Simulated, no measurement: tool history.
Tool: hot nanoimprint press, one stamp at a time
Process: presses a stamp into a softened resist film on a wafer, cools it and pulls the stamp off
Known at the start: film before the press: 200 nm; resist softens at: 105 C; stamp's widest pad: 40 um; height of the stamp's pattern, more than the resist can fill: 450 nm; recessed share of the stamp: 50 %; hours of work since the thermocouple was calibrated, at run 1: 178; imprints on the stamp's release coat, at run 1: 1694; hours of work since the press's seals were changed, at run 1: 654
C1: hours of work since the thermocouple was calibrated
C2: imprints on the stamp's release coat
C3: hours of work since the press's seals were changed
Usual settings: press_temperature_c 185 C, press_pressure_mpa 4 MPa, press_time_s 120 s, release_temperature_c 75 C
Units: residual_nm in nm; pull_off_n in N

run 1 hour=0 | press_temperature_c=185 press_pressure_mpa=4 press_time_s=120 release_temperature_c=75 | C1=178 C2=1694 C3=654 | residual_nm=90 pull_off_n=235
run 2 hour=14.7 | press_temperature_c=185 press_pressure_mpa=4 press_time_s=120 release_temperature_c=75 | C1=187 C2=1767 C3=664 | residual_nm=89.8 pull_off_n=243
run 3 hour=27.7 | press_temperature_c=185 press_pressure_mpa=4 press_time_s=120 release_temperature_c=75 | C1=196 C2=1832 C3=673 | residual_nm=89.9 pull_off_n=238
-- hour=60.1 stamp cleaned and given a new release coat
run 4 hour=63.4 | press_temperature_c=185 press_pressure_mpa=4 press_time_s=120 release_temperature_c=75 | C1=216 C2=16 C3=692 | residual_nm=89.6 pull_off_n=161
run 5 hour=78.1 | press_temperature_c=178 press_pressure_mpa=4 press_time_s=120 release_temperature_c=75 | C1=225 C2=89 C3=702 | residual_nm=116.8 pull_off_n=168
run 6 hour=98.4 | press_temperature_c=194 press_pressure_mpa=4 press_time_s=120 release_temperature_c=75 | C1=239 C2=191 C3=716 | residual_nm=62.9 pull_off_n=173
run 7 hour=118 | press_temperature_c=194 press_pressure_mpa=4 press_time_s=120 release_temperature_c=75 | C1=252 C2=288 C3=729 | residual_nm=63 pull_off_n=172
run 8 hour=137.7 | press_temperature_c=177 press_pressure_mpa=4 press_time_s=120 release_temperature_c=75 | C1=265 C2=387 C3=742 | residual_nm=121 pull_off_n=176
run 9 hour=168.7 | press_temperature_c=185 press_pressure_mpa=4 press_time_s=120 release_temperature_c=75 | C1=285 C2=541 C3=762 | residual_nm=89.3 pull_off_n=187
run 10 hour=181.6 | press_temperature_c=185 press_pressure_mpa=4 press_time_s=120 release_temperature_c=75 | C1=294 C2=606 C3=771 | residual_nm=89.3 pull_off_n=184
run 11 hour=202.3 | press_temperature_c=185 press_pressure_mpa=4 press_time_s=120 release_temperature_c=75 | C1=308 C2=709 C3=784 | residual_nm=89.6 pull_off_n=191
run 12 hour=232.9 | press_temperature_c=185 press_pressure_mpa=4 press_time_s=66 release_temperature_c=75 | C1=328 C2=862 C3=805 | residual_nm=109.7 pull_off_n=202
-- hour=249 plate thermocouple calibrated
run 13 hour=253.6 | press_temperature_c=185 press_pressure_mpa=4 press_time_s=66 release_temperature_c=75 | C1=3 C2=950 C3=816 | residual_nm=108.9 pull_off_n=199
run 14 hour=282.2 | press_temperature_c=185 press_pressure_mpa=4 press_time_s=66 release_temperature_c=75 | C1=22 C2=1093 C3=835 | residual_nm=109.5 pull_off_n=206
run 15 hour=306.3 | press_temperature_c=185 press_pressure_mpa=3.59 press_time_s=120 release_temperature_c=75 | C1=38 C2=1213 C3=851 | residual_nm=93.4 pull_off_n=207
run 16 hour=333.8 | press_temperature_c=185 press_pressure_mpa=3.03 press_time_s=120 release_temperature_c=75 | C1=56 C2=1350 C3=870 | residual_nm=100.9 pull_off_n=211
run 17 hour=360.5 | press_temperature_c=185 press_pressure_mpa=3.03 press_time_s=120 release_temperature_c=75 | C1=74 C2=1483 C3=887 | residual_nm=100.5 pull_off_n=220
-- hour=369.9 plate thermocouple calibrated, once more
run 18 hour=387.7 | press_temperature_c=185 press_pressure_mpa=4 press_time_s=205 release_temperature_c=82 | C1=12 C2=1604 C3=903 | residual_nm=74 pull_off_n=204
run 19 hour=409.4 | press_temperature_c=185 press_pressure_mpa=4 press_time_s=205 release_temperature_c=82 | C1=26 C2=1712 C3=918 | residual_nm=73.6 pull_off_n=210
run 20 hour=438.8 | press_temperature_c=185 press_pressure_mpa=4 press_time_s=205 release_temperature_c=82 | C1=46 C2=1859 C3=937 | residual_nm=74 pull_off_n=201
-- hour=449.2 press's hydraulic seals changed and the load cell set to zero
run 21 hour=465 | press_temperature_c=185 press_pressure_mpa=4 press_time_s=205 release_temperature_c=68 | C1=58 C2=1950 C3=10 | residual_nm=72.6 pull_off_n=270
-- hour=472.6 stamp cleaned and given a new release coat
run 22 hour=502.1 | press_temperature_c=194 press_pressure_mpa=4 press_time_s=205 release_temperature_c=65 | C1=78 C2=147 C3=31 | residual_nm=49.7 pull_off_n=197
run 23 hour=522.8 | press_temperature_c=194 press_pressure_mpa=4 press_time_s=205 release_temperature_c=65 | C1=92 C2=250 C3=45 | residual_nm=50.1 pull_off_n=201
run 24 hour=548.1 | press_temperature_c=185 press_pressure_mpa=4 press_time_s=98 release_temperature_c=60 | C1=109 C2=377 C3=62 | residual_nm=94.8 pull_off_n=225
run 25 hour=567.5 | press_temperature_c=185 press_pressure_mpa=4 press_time_s=98 release_temperature_c=60 | C1=122 C2=473 C3=74 | residual_nm=95 pull_off_n=230
run 26 hour=581.8 | press_temperature_c=192 press_pressure_mpa=6.34 press_time_s=98 release_temperature_c=74 | C1=131 C2=545 C3=84 | residual_nm=57 pull_off_n=189
run 27 hour=600.9 | press_temperature_c=175 press_pressure_mpa=4 press_time_s=129 release_temperature_c=75 | C1=144 C2=640 C3=97 | residual_nm=126.5 pull_off_n=189
run 28 hour=627.8 | press_temperature_c=175 press_pressure_mpa=4 press_time_s=129 release_temperature_c=75 | C1=162 C2=774 C3=114 | residual_nm=125.9 pull_off_n=194
run 29 hour=654.2 | press_temperature_c=176 press_pressure_mpa=4.45 press_time_s=97 release_temperature_c=65 | C1=179 C2=906 C3=132 | residual_nm=126.8 pull_off_n=238

Some steps in residual_nm between neighbouring runs. How much of each would the tool show without its hidden state too (settings, what came in, random variation), and how much is left for the hidden state, with any gauge scatter that isn't in both results?
The hidden state here: true temperature over the reading, C; pressure that arrives at the usual setting, %; grip of the stamp's worn release coat, % over a new coat's; drift of the gauge itself on residual_nm, %; drift of the gauge itself on pull_off_n, %.
Run 7 -> 8: press_temperature_c 194 -> 177. residual_nm +58 nm: hidden state -0.2, all else +58.2.
Run 17 -> 18: press_pressure_mpa 3.03 -> 4, press_time_s 120 -> 205, release_temperature_c 75 -> 82, plate thermocouple calibrated, once more. residual_nm -26.5 nm: hidden state +2.2, all else -28.7.
Run 20 -> 21: release_temperature_c 82 -> 68, press's hydraulic seals changed and the load cell set to zero. residual_nm -1.4 nm: hidden state -1.3, all else -0.1.
Run 26 -> 27: press_temperature_c 192 -> 175, press_pressure_mpa 6.34 -> 4, press_time_s 98 -> 129, release_temperature_c 74 -> 75. residual_nm +69.5 nm: hidden state -0.7, all else +70.2.
